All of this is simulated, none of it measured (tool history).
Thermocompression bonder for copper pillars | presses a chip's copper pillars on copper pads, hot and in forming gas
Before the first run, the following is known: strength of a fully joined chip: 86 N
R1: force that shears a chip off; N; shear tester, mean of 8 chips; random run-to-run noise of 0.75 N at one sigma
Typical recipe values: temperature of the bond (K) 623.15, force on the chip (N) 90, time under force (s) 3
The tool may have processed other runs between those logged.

run 1 day=0.000 | temperature_of_the_bond_(K)=623.15 force_on_the_chip_(N)=90 time_under_force_(s)=3 | R1=56.2
run 2 day=0.204 | temperature_of_the_bond_(K)=623.15 force_on_the_chip_(N)=61 time_under_force_(s)=3 | R1=44.5
run 3 day=0.562 | temperature_of_the_bond_(K)=623.15 force_on_the_chip_(N)=61 time_under_force_(s)=3 | R1=42.8
run 4 day=0.738 | temperature_of_the_bond_(K)=623.15 force_on_the_chip_(N)=124 time_under_force_(s)=3 | R1=66.3
run 5 day=1.133 | temperature_of_the_bond_(K)=623.15 force_on_the_chip_(N)=124 time_under_force_(s)=3 | R1=66.6
run 6 day=1.467 | temperature_of_the_bond_(K)=623.15 force_on_the_chip_(N)=124 time_under_force_(s)=3 | R1=64.5
run 7 day=1.867 | temperature_of_the_bond_(K)=623.15 force_on_the_chip_(N)=124 time_under_force_(s)=3 | R1=66.8
run 8 day=2.150 | temperature_of_the_bond_(K)=618.15 force_on_the_chip_(N)=124 time_under_force_(s)=3 | R1=64.6
run 9 day=2.538 | temperature_of_the_bond_(K)=618.15 force_on_the_chip_(N)=124 time_under_force_(s)=3 | R1=66.5
run 10 day=2.812 | temperature_of_the_bond_(K)=618.15 force_on_the_chip_(N)=124 time_under_force_(s)=3 | R1=64.9
run 11 day=3.200 | temperature_of_the_bond_(K)=618.15 force_on_the_chip_(N)=124 time_under_force_(s)=3 | R1=64.1
run 12 day=3.450 | temperature_of_the_bond_(K)=623.15 force_on_the_chip_(N)=90 time_under_force_(s)=4 | R1=60.0
run 13 day=3.792 | temperature_of_the_bond_(K)=623.15 force_on_the_chip_(N)=90 time_under_force_(s)=3 | R1=56.6
run 14 day=4.196 | temperature_of_the_bond_(K)=623.15 force_on_the_chip_(N)=90 time_under_force_(s)=3 | R1=55.6
run 15 day=4.467 | temperature_of_the_bond_(K)=623.15 force_on_the_chip_(N)=104 time_under_force_(s)=3 | R1=62.4
run 16 day=4.804 | temperature_of_the_bond_(K)=623.15 force_on_the_chip_(N)=104 time_under_force_(s)=3 | R1=61.0
run 17 day=5.004 | temperature_of_the_bond_(K)=623.15 force_on_the_chip_(N)=104 time_under_force_(s)=3 | R1=61.2
run 18 day=5.358 | temperature_of_the_bond_(K)=623.15 force_on_the_chip_(N)=90 time_under_force_(s)=3 | R1=55.7
run 19 day=5.583 | temperature_of_the_bond_(K)=623.15 force_on_the_chip_(N)=90 time_under_force_(s)=3 | R1=54.6
run 20 day=5.850 | temperature_of_the_bond_(K)=623.15 force_on_the_chip_(N)=79 time_under_force_(s)=3 | R1=49.8
run 21 day=6.071 | temperature_of_the_bond_(K)=650.15 force_on_the_chip_(N)=79 time_under_force_(s)=8 | R1=73.3
run 22 day=6.400 | temperature_of_the_bond_(K)=623.15 force_on_the_chip_(N)=63 time_under_force_(s)=5 | R1=51.0
-- day=6.504 heater calibrated with a thermocouple chip
run 23 day=6.812 | temperature_of_the_bond_(K)=623.15 force_on_the_chip_(N)=63 time_under_force_(s)=5 | R1=53.9
run 24 day=7.067 | temperature_of_the_bond_(K)=623.15 force_on_the_chip_(N)=63 time_under_force_(s)=5 | R1=52.4
run 25 day=7.250 | temperature_of_the_bond_(K)=635.15 force_on_the_chip_(N)=90 time_under_force_(s)=2 | R1=53.9
run 26 day=7.558 | temperature_of_the_bond_(K)=635.15 force_on_the_chip_(N)=96 time_under_force_(s)=2 | R1=56.4
-- day=7.767 heater calibrated with a thermocouple chip, once more
run 27 day=7.979 | temperature_of_the_bond_(K)=635.15 force_on_the_chip_(N)=96 time_under_force_(s)=2 | R1=54.2
run 28 day=8.192 | temperature_of_the_bond_(K)=635.15 force_on_the_chip_(N)=96 time_under_force_(s)=2 | R1=54.4
run 29 day=8.362 | temperature_of_the_bond_(K)=639.15 force_on_the_chip_(N)=90 time_under_force_(s)=3 | R1=58.2
run 30 day=8.554 | temperature_of_the_bond_(K)=639.15 force_on_the_chip_(N)=90 time_under_force_(s)=5 | R1=64.6
run 31 day=8.888 | temperature_of_the_bond_(K)=639.15 force_on_the_chip_(N)=90 time_under_force_(s)=5 | R1=65.9
run 32 day=9.246 | temperature_of_the_bond_(K)=638.15 force_on_the_chip_(N)=55 time_under_force_(s)=5 | R1=49.6
run 33 day=9.583 | temperature_of_the_bond_(K)=616.15 force_on_the_chip_(N)=67 time_under_force_(s)=4 | R1=45.4
run 34 day=9.800 | temperature_of_the_bond_(K)=616.15 force_on_the_chip_(N)=67 time_under_force_(s)=4 | R1=46.3
run 35 day=10.129 | temperature_of_the_bond_(K)=616.15 force_on_the_chip_(N)=67 time_under_force_(s)=4 | R1=46.3
run 36 day=10.442 | temperature_of_the_bond_(K)=616.15 force_on_the_chip_(N)=67 time_under_force_(s)=4 | R1=45.6
run 37 day=10.842 | temperature_of_the_bond_(K)=596.15 force_on_the_chip_(N)=90 time_under_force_(s)=3 | R1=43.7
run 38 day=11.154 | temperature_of_the_bond_(K)=596.15 force_on_the_chip_(N)=90 time_under_force_(s)=3 | R1=42.9
run 39 day=11.396 | temperature_of_the_bond_(K)=596.15 force_on_the_chip_(N)=90 time_under_force_(s)=3 | R1=43.7
run 40 day=11.633 | temperature_of_the_bond_(K)=612.15 force_on_the_chip_(N)=84 time_under_force_(s)=3 | R1=47.2

4 options for the next run, each taken on its own from the tool as it stands now. Forecast them:
run A day=11.896 | temperature_of_the_bond_(K)=623.15 force_on_the_chip_(N)=64 time_under_force_(s)=8 | R1=?
run B day=11.896 | temperature_of_the_bond_(K)=638.15 force_on_the_chip_(N)=79 time_under_force_(s)=4 | R1=?
run C day=11.896 | temperature_of_the_bond_(K)=619.15 force_on_the_chip_(N)=90 time_under_force_(s)=5 | R1=?
run D day=11.896 | temperature_of_the_bond_(K)=625.15 force_on_the_chip_(N)=58 time_under_force_(s)=4 | R1=?

run=A R1=57.8
run=B R1=58.1
run=C R1=59.5
run=D R1=43.8
Without the tool's unlogged condition, the same runs would have read:
run=A R1=60.4
run=B R1=60.8
run=C R1=62.2
run=D R1=45.7

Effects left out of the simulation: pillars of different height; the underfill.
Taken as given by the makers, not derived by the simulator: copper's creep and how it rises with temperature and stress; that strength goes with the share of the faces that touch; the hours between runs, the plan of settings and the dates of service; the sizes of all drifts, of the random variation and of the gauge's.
